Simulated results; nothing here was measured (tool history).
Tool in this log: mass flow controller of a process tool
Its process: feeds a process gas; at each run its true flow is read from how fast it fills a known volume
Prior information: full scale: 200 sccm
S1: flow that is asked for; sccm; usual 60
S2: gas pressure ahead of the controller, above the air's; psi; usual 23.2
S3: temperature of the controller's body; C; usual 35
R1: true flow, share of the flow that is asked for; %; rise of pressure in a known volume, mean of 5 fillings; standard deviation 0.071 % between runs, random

run,hour,S1,S2,S3,R1
1,0.0,60,23.2,35,101.19
2,274.9,60,24.4,35,101.24
3,728.4,107,23.2,35,100.34
4,1159.3,107,23.2,35,100.49
5,1638.2,107,23.2,35,100.56
6,1868.1,107,23.2,35,100.62
# hour 2235.9: controller's zero set anew
7,2354.4,60,36.5,35,102.79
8,2658.3,60,36.5,35,102.99
9,3138.4,60,23.2,35,103.01
10,3541.3,60,23.2,32,102.82
# hour 3642.5: controller's zero set anew, once more
# hour 3677.3: controller exchanged for a calibrated one
11,3783.8,60,23.2,35,99.86
12,4142.7,60,23.2,35,100.10
13,4703.6,60,23.2,27,99.66
14,4990.9,60,23.2,27,99.82
15,5387.9,60,23.2,23,99.45
16,5695.7,60,23.2,22,99.69
17,5943.8,60,23.2,35,100.33
18,6337.5,60,23.2,35,100.34
19,6618.9,60,23.2,35,100.24
20,6871.3,60,23.2,35,100.41
21,7232.0,60,23.2,35,100.50
22,7571.6,60,23.2,35,100.63
23,7912.5,132,23.2,35,100.21
24,8429.0,132,23.2,35,100.22
25,8677.3,163,23.2,35,100.21
26,8995.4,163,23.2,29,99.97
27,9231.6,163,23.2,29,100.05
28,9524.4,102,34.1,21,100.02
29,9989.8,166,34.1,21,99.62
30,10372.5,166,34.1,21,99.78
31,10675.7,116,40.5,26,100.14
32,10953.5,44,20.5,35,101.93
33,11422.9,44,20.5,35,102.21
# hour 11655.9: controller's zero set anew
34,11890.8,44,20.5,35,98.82
35,12447.6,44,20.5,35,99.00
36,12747.1,84,23.2,22,98.55
# hour 13121.1: controller exchanged for a calibrated one
37,13256.7,33,23.2,23,99.41
38,13745.5,189,23.2,21,99.65
39,14299.2,27,30.3,21,99.93
40,14733.1,27,30.3,21,100.13
41,15119.5,27,30.3,21,100.39
42,15423.1,27,30.3,21,100.70
43,15914.3,60,30.6,30,100.24
44,16226.4,60,30.6,30,100.36
45,16707.1,60,27.3,35,100.62
46,17267.7,45,24.8,25,100.63
47,17622.0,20,23.2,34,103.50

Forecast each of these 5 alternatives for the next run:
A,17997.2,129,23.2,29,?
B,17997.2,30,23.2,20,?
C,17997.2,60,23.2,22,?
D,17997.2,45,31.6,28,?
E,17997.2,46,23.9,37,?

run,R1
A,99.93
B,101.60
C,100.21
D,101.07
E,101.22
The same runs, with their run-to-run variation unchanged, on a tool lacking any hidden condition would have given:
run,R1
A,99.87
B,99.01
C,99.27
D,99.58
E,99.78

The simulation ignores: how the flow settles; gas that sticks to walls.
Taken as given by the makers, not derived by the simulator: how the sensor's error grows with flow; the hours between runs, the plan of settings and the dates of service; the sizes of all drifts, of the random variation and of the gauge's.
